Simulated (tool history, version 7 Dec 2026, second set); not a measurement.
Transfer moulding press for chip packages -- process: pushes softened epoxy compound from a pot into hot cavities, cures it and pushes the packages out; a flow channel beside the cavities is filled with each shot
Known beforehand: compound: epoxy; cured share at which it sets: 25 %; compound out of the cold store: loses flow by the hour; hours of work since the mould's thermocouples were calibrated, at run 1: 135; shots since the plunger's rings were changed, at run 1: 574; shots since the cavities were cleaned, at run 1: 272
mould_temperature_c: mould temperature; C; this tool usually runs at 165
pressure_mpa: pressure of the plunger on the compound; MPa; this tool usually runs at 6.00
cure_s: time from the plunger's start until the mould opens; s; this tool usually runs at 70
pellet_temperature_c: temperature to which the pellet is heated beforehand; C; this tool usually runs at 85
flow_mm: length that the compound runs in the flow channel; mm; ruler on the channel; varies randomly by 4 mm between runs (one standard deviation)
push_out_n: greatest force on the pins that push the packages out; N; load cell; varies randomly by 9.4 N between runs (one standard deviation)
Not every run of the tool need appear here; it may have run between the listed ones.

run,day,mould_temperature_c,pressure_mpa,cure_s,pellet_temperature_c,hours of work since the mould's thermocouples were calibrated,shots since the plunger's rings were changed,shots since the cavities were cleaned,incoming compound's hours out of the cold store,flow_mm,push_out_n
1,0.000,165,6.00,70,85,135,574,272,9.6,733,581
# day 1.067: cavities cleaned with cleaning compound and waxed
2,1.088,165,6.00,70,85,149,928,7,19.9,689,444
3,2.175,165,6.00,70,85,164,1304,383,16.4,702,606
# day 2.979: cavities cleaned with cleaning compound and waxed
4,3.396,165,6.00,70,85,180,1703,143,38.8,622,496
5,3.933,165,6.00,70,85,188,1889,329,8.2,726,590
6,4.625,165,6.00,70,85,197,2128,568,27.9,651,642
# day 4.829: cavities cleaned with cleaning compound and waxed
7,5.404,165,6.00,70,85,207,2376,200,39.8,611,511
8,6.575,165,6.00,70,85,223,2780,604,35.2,621,633
# day 6.721: cavities cleaned with cleaning compound and waxed
9,7.633,165,6.00,70,85,237,3123,315,17.1,675,579
# day 8.546: cavities cleaned with cleaning compound and waxed
10,8.629,165,6.00,70,85,250,3446,30,31.4,623,450
11,9.596,165,6.00,57,85,263,3780,364,22.9,648,905
# day 10.375: cavities cleaned with cleaning compound and waxed
12,10.642,165,6.00,57,85,277,4119,93,39.7,603,704
13,11.142,160,4.99,84,91,284,4292,266,34.8,576,497
# day 11.325: mould's thermocouples calibrated
# day 12.308: cavities cleaned with cleaning compound and waxed
14,12.350,165,6.00,85,77,13,4658,14,9.0,706,359
15,13.217,165,6.00,53,77,25,4958,314,22.7,650,1083
# day 14.188: cavities cleaned with cleaning compound and waxed
16,14.421,157,6.00,70,85,41,5351,79,15.1,698,879
17,15.025,157,6.00,70,85,49,5561,289,12.7,709,1027
18,15.692,169,6.00,70,85,59,5791,519,31.0,607,538
# day 16.062: cavities cleaned with cleaning compound and waxed
19,16.625,165,4.73,86,76,71,6092,194,9.5,610,430
20,17.483,165,4.73,90,86,82,6388,490,27.6,553,502
# day 17.908: cavities cleaned with cleaning compound and waxed
# day 18.367: mould's thermocouples calibrated, once more
21,18.567,165,6.00,52,85,3,6712,199,35.2,589,1002

Below are 3 alternative next runs, each starting from the tool's condition after run 21. Predict each:
# day 18.721: plunger's sealing rings changed
A,19.825,165,6.00,61,85,19,381,597,10.4,?,?
# day 18.721: plunger's sealing rings changed
B,19.825,165,6.50,70,85,19,381,597,18.1,?,?
# day 18.721: plunger's sealing rings changed
C,19.825,165,5.76,70,85,19,381,597,23.2,?,?

run,flow_mm,push_out_n
A,721,860
B,731,657
C,663,637
What these runs would have given with no unlogged condition in the tool:
run,flow_mm,push_out_n
A,727,577
B,736,438
C,668,424
